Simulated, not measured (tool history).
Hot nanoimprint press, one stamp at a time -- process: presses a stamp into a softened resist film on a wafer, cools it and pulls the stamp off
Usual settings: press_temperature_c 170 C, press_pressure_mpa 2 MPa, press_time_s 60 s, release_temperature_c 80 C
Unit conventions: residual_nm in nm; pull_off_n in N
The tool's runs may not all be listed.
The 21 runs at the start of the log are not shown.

{"hour": 124.8, "done": "plate thermocouple calibrated"}
{"run": 22, "hour": 131.7, "press_temperature_c": 170, "press_pressure_mpa": 1.57, "press_time_s": 60, "release_temperature_c": 68, "residual_nm": 190.7, "pull_off_n": 332}
{"run": 23, "hour": 138.8, "press_temperature_c": 170, "press_pressure_mpa": 1.57, "press_time_s": 60, "release_temperature_c": 68, "residual_nm": 192, "pull_off_n": 316}
{"run": 24, "hour": 146.4, "press_temperature_c": 170, "press_pressure_mpa": 1.29, "press_time_s": 39, "release_temperature_c": 68, "residual_nm": 240.9, "pull_off_n": 323}
{"hour": 152.9, "done": "plate thermocouple calibrated, once more"}
{"run": 25, "hour": 157.0, "press_temperature_c": 170, "press_pressure_mpa": 1.29, "press_time_s": 39, "release_temperature_c": 68, "residual_nm": 228.2, "pull_off_n": 335}
{"run": 26, "hour": 166.4, "press_temperature_c": 170, "press_pressure_mpa": 2.61, "press_time_s": 60, "release_temperature_c": 80, "residual_nm": 146.3, "pull_off_n": 317}
{"run": 27, "hour": 172.6, "press_temperature_c": 170, "press_pressure_mpa": 2.61, "press_time_s": 60, "release_temperature_c": 80, "residual_nm": 142.2, "pull_off_n": 309}
{"run": 28, "hour": 179.1, "press_temperature_c": 170, "press_pressure_mpa": 3.13, "press_time_s": 60, "release_temperature_c": 86, "residual_nm": 133.1, "pull_off_n": 297}
{"run": 29, "hour": 188.0, "press_temperature_c": 170, "press_pressure_mpa": 3.13, "press_time_s": 85, "release_temperature_c": 84, "residual_nm": 113.4, "pull_off_n": 310}
{"hour": 199.3, "done": "stamp cleaned and given a new release coat"}
{"run": 30, "hour": 199.3, "press_temperature_c": 170, "press_pressure_mpa": 2.76, "press_time_s": 66, "release_temperature_c": 80, "residual_nm": 134, "pull_off_n": 161}
{"run": 31, "hour": 208.2, "press_temperature_c": 177, "press_pressure_mpa": 2, "press_time_s": 101, "release_temperature_c": 80, "residual_nm": 100, "pull_off_n": 163}

Forecast each of these 3 alternatives for the next run:
{"run": "A", "hour": 214.4, "press_temperature_c": 160, "press_pressure_mpa": 2, "press_time_s": 101, "release_temperature_c": 77, "residual_nm": "?", "pull_off_n": "?"}
{"run": "B", "hour": 214.4, "press_temperature_c": 170, "press_pressure_mpa": 2, "press_time_s": 60, "release_temperature_c": 82, "residual_nm": "?", "pull_off_n": "?"}
{"run": "C", "hour": 214.4, "press_temperature_c": 180, "press_pressure_mpa": 2, "press_time_s": 60, "release_temperature_c": 80, "residual_nm": "?", "pull_off_n": "?"}

run=A residual_nm=195.5 pull_off_n=176
run=B residual_nm=162.7 pull_off_n=162
run=C residual_nm=114.2 pull_off_n=166
Had the tool no hidden state, the same runs would have come out as:
run=A residual_nm=193.3 pull_off_n=172
run=B residual_nm=160.8 pull_off_n=158
run=C residual_nm=112.8 pull_off_n=162

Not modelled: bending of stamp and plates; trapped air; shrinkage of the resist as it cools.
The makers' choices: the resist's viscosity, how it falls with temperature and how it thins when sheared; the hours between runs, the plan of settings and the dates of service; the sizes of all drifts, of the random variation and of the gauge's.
